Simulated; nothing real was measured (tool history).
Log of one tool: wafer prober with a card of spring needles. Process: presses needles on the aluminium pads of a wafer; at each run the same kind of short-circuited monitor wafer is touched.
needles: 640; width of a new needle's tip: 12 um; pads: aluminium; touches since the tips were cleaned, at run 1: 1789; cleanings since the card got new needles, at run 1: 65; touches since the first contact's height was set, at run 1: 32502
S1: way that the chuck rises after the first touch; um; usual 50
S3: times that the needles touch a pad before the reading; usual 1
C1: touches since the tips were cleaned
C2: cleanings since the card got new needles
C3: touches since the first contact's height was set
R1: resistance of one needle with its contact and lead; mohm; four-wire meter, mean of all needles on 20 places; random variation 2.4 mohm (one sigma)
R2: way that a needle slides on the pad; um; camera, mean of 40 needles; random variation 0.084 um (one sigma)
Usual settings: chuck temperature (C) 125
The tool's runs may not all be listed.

Run 1, hour 0.0: usual settings; C1 1789; C2 65; C3 32502. Result: R1 274 mohm, R2 11.25 um.
At hour 14.7: tips cleaned on abrasive film.
At hour 31.5: tips cleaned on abrasive film.
Run 2, hour 43.7: usual settings; C1 5990; C2 67; C3 53763. Result: R1 283 mohm, R2 11.08 um.
At hour 47.7: tips cleaned on abrasive film.
At hour 64.9: tips cleaned on abrasive film.
Run 3, hour 66.3: usual settings; C1 702; C2 69; C3 64670. Result: R1 277 mohm, R2 11.08 um.
At hour 82.6: tips cleaned on abrasive film.
Run 4, hour 95.6: usual settings; C1 6383; C2 70; C3 78943. Result: R1 277 mohm, R2 11.25 um.
At hour 100.3: tips cleaned on abrasive film.
At hour 118.1: tips cleaned on abrasive film.
Run 5, hour 121.8: usual settings; C1 1793; C2 72; C3 91604. Result: R1 277 mohm, R2 11.21 um.
At hour 136.1: tips cleaned on abrasive film.
At hour 153.3: tips cleaned on abrasive film.
Run 6, hour 156.3: usual settings; C1 1472; C2 74; C3 108381. Result: R1 279 mohm, R2 11.04 um.
At hour 170.9: tips cleaned on abrasive film.
Run 7, hour 179.8: usual settings; C1 4348; C2 75; C3 119817. Result: R1 278 mohm, R2 11.15 um.
At hour 187.4: tips cleaned on abrasive film.
At hour 204.2: tips cleaned on abrasive film.
Run 8, hour 219.2: usual settings; C1 7330; C2 77; C3 138922. Result: R1 277 mohm, R2 11.08 um.
At hour 222.6: tips cleaned on abrasive film.
At hour 240.5: tips cleaned on abrasive film.
Run 9, hour 250.9: usual settings; C1 5071; C2 79; C3 154291. Result: R1 276 mohm, R2 11.22 um.
At hour 257.3: tips cleaned on abrasive film.
At hour 273.3: tips cleaned on abrasive film.
Run 10, hour 277.8: usual settings; C1 2204; C2 81; C3 167341. Result: R1 277 mohm, R2 11.07 um.
At hour 292.3: tips cleaned on abrasive film.
At hour 308.8: tips cleaned on abrasive film.
At hour 309.1: height of the first contact set anew.
Run 11, hour 314.9: usual settings; C1 2801; C2 83; C3 2801. Result: R1 278 mohm, R2 11.10 um.
At hour 325.3: tips cleaned on abrasive film.
Run 12, hour 337.2: usual settings; C1 5786; C2 84; C3 13641. Result: R1 283 mohm, R2 11.24 um.
At hour 342.8: tips cleaned on abrasive film.
At hour 358.6: tips cleaned on abrasive film.
Run 13, hour 363.3: usual settings; C1 2281; C2 86; C3 26307. Result: R1 276 mohm, R2 11.10 um.
At hour 376.1: tips cleaned on abrasive film.
At hour 392.0: tips cleaned on abrasive film.
Run 14, hour 392.0: usual settings; C1 0; C2 88; C3 40235. Result: R1 276 mohm, R2 11.10 um.
At hour 408.5: tips cleaned on abrasive film.
At hour 426.3: tips cleaned on abrasive film.
Run 15, hour 430.7: usual settings but S1 32 um; C1 2151; C2 90; C3 59020. Result: R1 286 mohm, R2 7.04 um.
At hour 445.5: tips cleaned on abrasive film.
At hour 462.0: tips cleaned on abrasive film.
Run 16, hour 465.2: usual settings but S1 32 um; C1 1580; C2 92; C3 75773. Result: R1 286 mohm, R2 7.02 um.
At hour 481.0: tips cleaned on abrasive film.
At hour 499.4: tips cleaned on abrasive film.
Run 17, hour 508.5: usual settings but S1 65 um, chuck temperature (C) 40, S3 2; C1 4463; C2 94; C3 96818. Result: R1 251 mohm, R2 14.50 um.
At hour 515.9: tips cleaned on abrasive film.
At hour 535.2: tips cleaned on abrasive film.
Run 18, hour 546.9: usual settings but S1 65 um, chuck temperature (C) 40, S3 2; C1 5676; C2 96; C3 115436. Result: R1 250 mohm, R2 14.33 um.
At hour 552.3: tips cleaned on abrasive film.
At hour 570.0: tips cleaned on abrasive film.
Run 19, hour 583.1: usual settings but S1 45 um, chuck temperature (C) 40, S3 3; C1 6393; C2 98; C3 133006. Result: R1 256 mohm, R2 9.95 um.
At hour 587.1: tips cleaned on abrasive film.
At hour 604.8: tips cleaned on abrasive film.
At hour 620.6: tips cleaned on abrasive film.
Run 20, hour 623.2: usual settings but S1 45 um, chuck temperature (C) 40, S3 3; C1 1257; C2 101; C3 152465. Result: R1 254 mohm, R2 10.11 um.
At hour 637.0: tips cleaned on abrasive film.
Run 21, hour 651.8: usual settings but S1 66 um; C1 7204; C2 102; C3 166356. Result: R1 274 mohm, R2 14.60 um.
At hour 655.8: tips cleaned on abrasive film.
At hour 672.3: tips cleaned on abrasive film.
Run 22, hour 672.3: usual settings but S1 35 um, chuck temperature (C) 64, S3 2; C1 0; C2 104; C3 176303. Result: R1 263 mohm, R2 7.68 um.
At hour 685.2: height of the first contact set anew.
At hour 689.0: tips cleaned on abrasive film.
At hour 706.7: tips cleaned on abrasive film.
Run 23, hour 716.0: usual settings but S1 38 um, chuck temperature (C) 86; C1 4526; C2 106; C3 14913. Result: R1 269 mohm, R2 8.55 um.
At hour 724.4: tips cleaned on abrasive film.
At hour 743.6: tips cleaned on abrasive film.
Run 24, hour 746.9: usual settings but S1 64 um, chuck temperature (C) 89, S3 2; C1 1644; C2 108; C3 29940. Result: R1 263 mohm, R2 14.10 um.
At hour 760.2: tips cleaned on abrasive film.
Run 25, hour 769.2: usual settings but S1 43 um, chuck temperature (C) 32, S3 2; C1 4428; C2 109; C3 40776. Result: R1 250 mohm, R2 9.62 um.
At hour 776.7: tips cleaned on abrasive film.
At hour 794.3: tips cleaned on abrasive film.
Run 26, hour 802.8: usual settings but S1 35 um, S3 2; C1 4170; C2 111; C3 57091. Result: R1 286 mohm, R2 7.76 um.
At hour 812.1: tips cleaned on abrasive film.
At hour 829.5: tips cleaned on abrasive film.
Run 27, hour 833.4: usual settings but S1 57 um, chuck temperature (C) 76; C1 1910; C2 113; C3 71905. Result: R1 261 mohm, R2 12.63 um.
At hour 846.9: tips cleaned on abrasive film.
At hour 864.1: tips cleaned on abrasive film.
Run 28, hour 876.9: usual settings but S1 32 um; C1 6285; C2 115; C3 93075. Result: R1 288 mohm, R2 7.19 um.
At hour 883.0: tips cleaned on abrasive film.
At hour 900.8: tips cleaned on abrasive film.
Run 29, hour 900.8: usual settings but S1 31 um, S3 2; C1 0; C2 117; C3 104599. Result: R1 289 mohm, R2 6.95 um.
At hour 918.0: tips cleaned on abrasive film.
Run 30, hour 927.5: usual settings but S1 34 um, S3 2; C1 4625; C2 118; C3 117602. Result: R1 286 mohm, R2 7.60 um.

How the hidden state differs across the entries between the runs, from the last listed run before each to the first after it:
Between runs 1 and 2: tips cleaned on abrasive film (hour 14.7); tips cleaned on abrasive film (hour 31.5)
  debris on the tips, nm: 0.2 -> 0.4
Between runs 2 and 3: tips cleaned on abrasive film (hour 47.7); tips cleaned on abrasive film (hour 64.9)
  debris on the tips, nm: 0.4 -> 0.1; way that the needles fall short of the set height, um: 0 -> 0.01
Between runs 3 and 4: tips cleaned on abrasive film (hour 82.6)
  debris on the tips, nm: 0.1 -> 0.4
Between runs 4 and 5: tips cleaned on abrasive film (hour 100.3); tips cleaned on abrasive film (hour 118.1)
  debris on the tips, nm: 0.4 -> 0.2
Between runs 5 and 6: tips cleaned on abrasive film (hour 136.1); tips cleaned on abrasive film (hour 153.3)
  no hidden state differs between the two runs
Between runs 6 and 7: tips cleaned on abrasive film (hour 170.9)
  debris on the tips, nm: 0.2 -> 0.3
Between runs 7 and 8: tips cleaned on abrasive film (hour 187.4); tips cleaned on abrasive film (hour 204.2)
  debris on the tips, nm: 0.3 -> 0.4
Between runs 8 and 9: tips cleaned on abrasive film (hour 222.6); tips cleaned on abrasive film (hour 240.5)
  no hidden state differs between the two runs
Between runs 9 and 10: tips cleaned on abrasive film (hour 257.3); tips cleaned on abrasive film (hour 273.3)
  debris on the tips, nm: 0.4 -> 0.2; way that the needles fall short of the set height, um: 0.01 -> 0.02
Between runs 10 and 11: tips cleaned on abrasive film (hour 292.3); tips cleaned on abrasive film (hour 308.8); height of the first contact set anew (hour 309.1)
  debris on the tips, nm: 0.2 -> 0.3; way that the needles fall short of the set height, um: 0.02 -> 0
Between runs 11 and 12: tips cleaned on abrasive film (hour 325.3)
  no hidden state differs between the two runs
Between runs 12 and 13: tips cleaned on abrasive film (hour 342.8); tips cleaned on abrasive film (hour 358.6)
  debris on the tips, nm: 0.3 -> 0.2
Between runs 13 and 14: tips cleaned on abrasive film (hour 376.1); tips cleaned on abrasive film (hour 392.0)
  debris on the tips, nm: 0.2 -> 0
Between runs 14 and 15: tips cleaned on abrasive film (hour 408.5); tips cleaned on abrasive film (hour 426.3)
  debris on the tips, nm: 0 -> 0.2; way that the needles fall short of the set height, um: 0 -> 0.01
Between runs 15 and 16: tips cleaned on abrasive film (hour 445.5); tips cleaned on abrasive film (hour 462.0)
  no hidden state differs between the two runs
Between runs 16 and 17: tips cleaned on abrasive film (hour 481.0); tips cleaned on abrasive film (hour 499.4)
  debris on the tips, nm: 0.2 -> 0.3; tips' diameter, um: 12.02 -> 12.03
Between runs 17 and 18: tips cleaned on abrasive film (hour 515.9); tips cleaned on abrasive film (hour 535.2)
  debris on the tips, nm: 0.3 -> 0.4
Between runs 18 and 19: tips cleaned on abrasive film (hour 552.3); tips cleaned on abrasive film (hour 570.0)
  no hidden state differs between the two runs
Between runs 19 and 20: tips cleaned on abrasive film (hour 587.1); tips cleaned on abrasive film (hour 604.8); tips cleaned on abrasive film (hour 620.6)
  debris on the tips, nm: 0.4 -> 0.1
Between runs 20 and 21: tips cleaned on abrasive film (hour 637.0)
  debris on the tips, nm: 0.1 -> 0.4
Between runs 21 and 22: tips cleaned on abrasive film (hour 655.8); tips cleaned on abrasive film (hour 672.3)
  debris on the tips, nm: 0.4 -> 0; way that the needles fall short of the set height, um: 0.01 -> 0.02
Between runs 22 and 23: height of the first contact set anew (hour 685.2); tips cleaned on abrasive film (hour 689.0); tips cleaned on abrasive film (hour 706.7)
  debris on the tips, nm: 0 -> 0.3; way that the needles fall short of the set height, um: 0.02 -> 0
Between runs 23 and 24: tips cleaned on abrasive film (hour 724.4); tips cleaned on abrasive film (hour 743.6)
  debris on the tips, nm: 0.3 -> 0.1
Between runs 24 and 25: tips cleaned on abrasive film (hour 760.2)
  debris on the tips, nm: 0.1 -> 0.3
Between runs 25 and 26: tips cleaned on abrasive film (hour 776.7); tips cleaned on abrasive film (hour 794.3)
  way that the needles fall short of the set height, um: 0 -> 0.01
Between runs 26 and 27: tips cleaned on abrasive film (hour 812.1); tips cleaned on abrasive film (hour 829.5)
  debris on the tips, nm: 0.3 -> 0.2
Between runs 27 and 28: tips cleaned on abrasive film (hour 846.9); tips cleaned on abrasive film (hour 864.1)
  debris on the tips, nm: 0.2 -> 0.4
Between runs 28 and 29: tips cleaned on abrasive film (hour 883.0); tips cleaned on abrasive film (hour 900.8)
  debris on the tips, nm: 0.4 -> 0
Between runs 29 and 30: tips cleaned on abrasive film (hour 918.0)
  debris on the tips, nm: 0 -> 0.3
